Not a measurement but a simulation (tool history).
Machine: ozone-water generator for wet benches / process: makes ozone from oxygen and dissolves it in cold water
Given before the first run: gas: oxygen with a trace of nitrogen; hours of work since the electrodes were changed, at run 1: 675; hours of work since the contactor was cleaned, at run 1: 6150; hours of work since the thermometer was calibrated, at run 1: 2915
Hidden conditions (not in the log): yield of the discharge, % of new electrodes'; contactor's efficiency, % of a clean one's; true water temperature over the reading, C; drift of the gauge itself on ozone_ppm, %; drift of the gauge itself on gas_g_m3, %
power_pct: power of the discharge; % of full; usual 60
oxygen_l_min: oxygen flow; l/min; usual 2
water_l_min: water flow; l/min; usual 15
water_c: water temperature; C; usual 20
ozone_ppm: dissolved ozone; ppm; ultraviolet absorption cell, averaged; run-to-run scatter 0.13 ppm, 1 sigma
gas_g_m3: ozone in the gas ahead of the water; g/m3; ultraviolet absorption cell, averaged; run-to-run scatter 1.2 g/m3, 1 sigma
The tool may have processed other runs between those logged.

run	hour	power_pct	oxygen_l_min	water_l_min	water_c	hours of work since the electrodes were changed	hours of work since the contactor was cleaned	hours of work since the thermometer was calibrated	ozone_ppm	gas_g_m3
1	0	60	2	15	20	675	6150	2915	14.5	217.4
2	79.6	60	2	15	20	724	6199	2964	14.4	221.7
3	138.8	89	2	15	20	760	6235	3000	21	316.3
4	201.2	60	2	15	23	799	6273	3038	14	220.2
5	255.2	60	2.39	15	20	832	6307	3072	15.3	202.3
6	323.4	60	2.39	15	20	874	6348	3113	15	205
7	421.1	60	2.39	15	20	934	6409	3173	14.9	203.4
8	511.5	60	2.39	15	20	989	6464	3229	14.9	201.5
9	574.7	60	2.39	15	20	1028	6503	3268	15	202.6
10	656	60	2.39	15	20	1078	6553	3318	15.2	204.5
# hour 740.7: water thermometer calibrated
11	752.8	60	2.39	15	20	1137	6612	7	15	203.2
12	797.7	60	2.39	20	20	1165	6640	35	11.8	202.8
13	865.1	60	2.39	20	20	1206	6681	76	11.8	204
14	930.5	60	2.39	20	20	1247	6721	117	11.7	201.9
15	1004.1	60	2.39	20	20	1292	6767	162	11.7	205.5
16	1081.5	73	2	15	20	1339	6814	209	17.4	264.1
17	1177.1	73	2	15	20	1398	6873	268	17.3	265
18	1251	60	2	17	20	1444	6918	314	13	222.3
# hour 1278.5: contactor cleaned
19	1308.9	60	2	17	20	1477	19	347	12.9	223.2
20	1375.8	90	3.4	13	22	1518	60	388	25.4	255.9
21	1449.2	90	1.27	21	13	1563	105	433	13.4	396.1
22	1536.4	96	1.27	14	13	1617	159	487	22	419.3
23	1612.6	57	1.01	14	25	1663	205	533	11.5	285
24	1697.1	57	1.01	14	25	1715	257	585	11.6	288.1
25	1777.6	43	1.01	11	25	1765	307	635	11.1	222
26	1828.4	98	1.54	11	22	1796	338	666	27.5	394.3
27	1907.8	98	1.54	11	22	1845	387	715	27.5	397.6
28	1962.4	72	1.54	11	18	1879	420	749	21.6	296.8
29	2014	72	1.54	18	19	1910	452	780	13.6	295.7
30	2069.3	72	1.54	18	19	1944	486	814	13.5	295.4
31	2165.2	75	2	15	22	2003	545	873	17.3	276.2
32	2263.7	60	2.44	15	20	2064	606	934	14.9	204.9

Hidden state or all else? Some run-to-run changes of gas_g_m3, split into what the settings, what came in and random variation would give without the hidden state, and what is left for the hidden state (with any gauge scatter that isn't in both results):
Run 20 -> 21: oxygen_l_min 3.4 -> 1.27, water_l_min 13 -> 21, water_c 22 -> 13. gas_g_m3 +140.2 g/m3: hidden state +2.2, all else +138.
Run 22 -> 23: power_pct 96 -> 57, oxygen_l_min 1.27 -> 1.01, water_c 13 -> 25. gas_g_m3 -134.3 g/m3: hidden state -1.8, all else -132.5.
Run 25 -> 26: power_pct 43 -> 98, oxygen_l_min 1.01 -> 1.54, water_c 25 -> 22. gas_g_m3 +172.3 g/m3: hidden state +3.1, all else +169.2.
